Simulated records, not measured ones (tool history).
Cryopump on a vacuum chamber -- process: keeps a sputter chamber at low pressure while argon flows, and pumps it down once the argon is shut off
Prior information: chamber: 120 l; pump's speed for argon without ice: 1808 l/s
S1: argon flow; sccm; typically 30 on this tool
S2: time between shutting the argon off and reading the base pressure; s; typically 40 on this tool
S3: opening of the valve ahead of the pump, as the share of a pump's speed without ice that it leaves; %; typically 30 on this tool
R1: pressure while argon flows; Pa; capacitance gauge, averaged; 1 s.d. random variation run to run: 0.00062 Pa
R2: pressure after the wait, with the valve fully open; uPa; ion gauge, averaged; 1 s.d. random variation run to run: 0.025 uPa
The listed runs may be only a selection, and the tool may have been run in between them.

Run 1, hour 0.0: usual settings. Result: R1 0.0980 Pa, R2 1.13 uPa.
Run 2, hour 56.2: usual settings. Result: R1 0.0971 Pa, R2 1.18 uPa.
Run 3, hour 118.4: usual settings but S2 20 s. Result: R1 0.0976 Pa, R2 2.06 uPa.
Run 4, hour 165.1: usual settings but S2 20 s. Result: R1 0.0981 Pa, R2 2.05 uPa.
Run 5, hour 211.2: usual settings but S2 20 s. Result: R1 0.0984 Pa, R2 2.12 uPa.
Run 6, hour 281.0: usual settings but S2 20 s. Result: R1 0.0990 Pa, R2 2.12 uPa.
Run 7, hour 343.9: usual settings but S1 33 sccm. Result: R1 0.1097 Pa, R2 1.30 uPa.
Run 8, hour 439.2: usual settings but S1 33 sccm. Result: R1 0.1093 Pa, R2 1.41 uPa.
Run 9, hour 499.4: usual settings but S1 33 sccm. Result: R1 0.1103 Pa, R2 1.46 uPa.
At hour 540.7: pump warmed up, emptied and cooled again.
Run 10, hour 576.1: usual settings but S1 33 sccm. Result: R1 0.1042 Pa, R2 1.37 uPa.
Run 11, hour 647.4: usual settings but S1 33 sccm. Result: R1 0.1037 Pa, R2 1.38 uPa.
Run 12, hour 730.5: usual settings but S1 33 sccm. Result: R1 0.1043 Pa, R2 1.38 uPa.
Run 13, hour 814.9: usual settings but S1 33 sccm. Result: R1 0.1048 Pa, R2 1.46 uPa.
Run 14, hour 893.8: usual settings but S1 33 sccm. Result: R1 0.1048 Pa, R2 1.51 uPa.
Run 15, hour 964.6: usual settings but S1 27 sccm. Result: R1 0.0864 Pa, R2 1.54 uPa.
Run 16, hour 1039.3: usual settings but S1 27 sccm. Result: R1 0.0860 Pa, R2 1.56 uPa.
Run 17, hour 1140.2: usual settings but S3 17 %. Result: R1 0.1682 Pa, R2 1.61 uPa.
Run 18, hour 1193.9: usual settings but S1 15 sccm, S2 107 s, S3 40 %. Result: R1 0.0364 Pa, R2 1.14 uPa.
Run 19, hour 1258.5: usual settings but S1 15 sccm, S2 107 s, S3 40 %. Result: R1 0.0384 Pa, R2 1.13 uPa.
Run 20, hour 1362.1: usual settings but S2 158 s, S3 24 %. Result: R1 0.1217 Pa, R2 1.04 uPa.
Run 21, hour 1409.0: usual settings but S2 197 s, S3 53 %. Result: R1 0.0573 Pa, R2 1.07 uPa.
Run 22, hour 1470.0: usual settings but S1 18 sccm, S3 29 %. Result: R1 0.0613 Pa, R2 1.81 uPa.
Run 23, hour 1535.0: usual settings but S1 18 sccm, S3 29 %. Result: R1 0.0610 Pa, R2 1.88 uPa.
Run 24, hour 1637.1: usual settings but S1 18 sccm, S3 29 %. Result: R1 0.0610 Pa, R2 1.91 uPa.
Run 25, hour 1710.7: usual settings but S1 14 sccm, S2 61 s, S3 41 %. Result: R1 0.0352 Pa, R2 1.66 uPa.
Run 26, hour 1774.1: usual settings but S1 14 sccm, S2 61 s, S3 41 %. Result: R1 0.0342 Pa, R2 1.70 uPa.
Run 27, hour 1832.0: usual settings but S1 18 sccm, S2 292 s, S3 41 %. Result: R1 0.0443 Pa, R2 1.28 uPa.
Run 28, hour 1883.4: usual settings but S1 56 sccm, S2 29 s, S3 49 %. Result: R1 0.1195 Pa, R2 2.46 uPa.
Run 29, hour 1985.1: usual settings but S1 15 sccm, S3 17 %. Result: R1 0.0859 Pa, R2 2.15 uPa.
At hour 2009.7: pump warmed up, emptied and cooled again.
Run 30, hour 2063.0: usual settings but S1 15 sccm, S3 17 %. Result: R1 0.0834 Pa, R2 1.91 uPa.
Run 31, hour 2136.7: usual settings but S1 15 sccm, S3 17 %. Result: R1 0.0837 Pa, R2 1.98 uPa.
Run 32, hour 2196.1: usual settings but S1 16 sccm, S3 31 %. Result: R1 0.0482 Pa, R2 2.00 uPa.
Run 33, hour 2248.2: usual settings but S1 16 sccm, S3 31 %. Result: R1 0.0490 Pa, R2 1.98 uPa.
Run 34, hour 2342.2: usual settings but S1 16 sccm, S3 31 %. Result: R1 0.0486 Pa, R2 2.11 uPa.

Each row is a separate what-if for the run after 34, all from the same tool condition, not one after another. Results?
Run A, hour 2440.4: usual settings but S2 138 s. Result: R1 ?, R2 ?.
Run B, hour 2440.4: usual settings but S1 16 sccm, S2 119 s. Result: R1 ?, R2 ?.
Run C, hour 2440.4: usual settings but S1 21 sccm, S3 19 %. Result: R1 ?, R2 ?.
Run D, hour 2440.4: usual settings but S1 16 sccm, S2 170 s, S3 31 %. Result: R1 ?, R2 ?.

run      R1    R2
  A  0.0970  1.52
  B  0.0512  1.57
  C  0.1052  2.14
  D  0.0488  1.50
The same runs, with their run-to-run variation unchanged, on a tool lacking any hidden condition would have given:
run      R1    R2
  A  0.0944  0.41
  B  0.0498  0.49
  C  0.1034  1.03
  D  0.0474  0.39

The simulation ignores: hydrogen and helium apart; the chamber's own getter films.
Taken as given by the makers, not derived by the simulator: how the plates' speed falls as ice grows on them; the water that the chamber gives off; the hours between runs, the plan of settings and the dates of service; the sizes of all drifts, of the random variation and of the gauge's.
